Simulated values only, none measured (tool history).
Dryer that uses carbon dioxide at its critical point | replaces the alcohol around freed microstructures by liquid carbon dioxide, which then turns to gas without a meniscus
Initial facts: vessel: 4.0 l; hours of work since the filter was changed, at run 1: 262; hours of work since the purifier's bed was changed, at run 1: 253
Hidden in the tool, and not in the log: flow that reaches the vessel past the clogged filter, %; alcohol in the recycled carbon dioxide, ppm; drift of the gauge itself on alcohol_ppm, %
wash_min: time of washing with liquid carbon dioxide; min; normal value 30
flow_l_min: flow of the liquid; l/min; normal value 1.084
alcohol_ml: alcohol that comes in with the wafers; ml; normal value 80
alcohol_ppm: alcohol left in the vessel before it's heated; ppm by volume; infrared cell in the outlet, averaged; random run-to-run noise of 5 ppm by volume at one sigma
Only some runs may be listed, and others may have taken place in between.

run	hour	wash_min	flow_l_min	alcohol_ml	hours of work since the filter was changed	hours of work since the purifier's bed was changed	alcohol_ppm
1	0	30	1.084	80	262	253	116
2	35.5	30	1.084	80	280	271	120
3	101.6	30	1.084	80	313	304	120
4	154.2	30	1.084	80	339	330	145
5	205.8	30	1.72	80	365	356	87
6	244.1	34	1.084	80	384	375	119
7	290.5	30	0.79	80	407	398	383
8	325.3	21	1.084	80	425	415	428
9	363.6	30	1.64	80	444	435	117
10	407.9	30	1.084	80	466	457	172
11	439.6	30	1.084	80	482	472	173
12	474.3	30	1.084	53	499	490	156
13	508.1	30	1.084	80	516	507	181
14	554.1	30	1.084	40	539	529	158
15	608.8	19	1.44	20	566	557	173
16	640.4	19	1.44	20	582	572	182
# hour 666: inlet filter changed
17	697	23	1.36	20	15	600	152
18	761.7	23	1.58	20	48	632	149
19	789.5	37	1.084	80	62	646	166
20	840.6	23	0.7	38	87	672	635
21	886.1	39	0.69	116	110	694	375
22	933.8	29	1.56	116	133	718	176
23	985.9	30	1.084	33	159	744	190
24	1029.5	30	1.084	33	181	766	203
25	1084.9	20	1.084	39	209	793	366
26	1121.7	46	1.084	33	227	812	192
27	1179.9	32	1.084	80	256	841	234

Forecast each of these 3 alternatives for the next run:
A	1229.1	36	1.084	80	281	865	?
B	1229.1	30	1.19	80	281	865	?
C	1229.1	30	0.8	39	281	865	?

run	alcohol_ppm
A	219
B	235
C	336
Stripped of hidden state, with their random variation kept, the same runs would have yielded:
run	alcohol_ppm
A	18
B	29
C	113
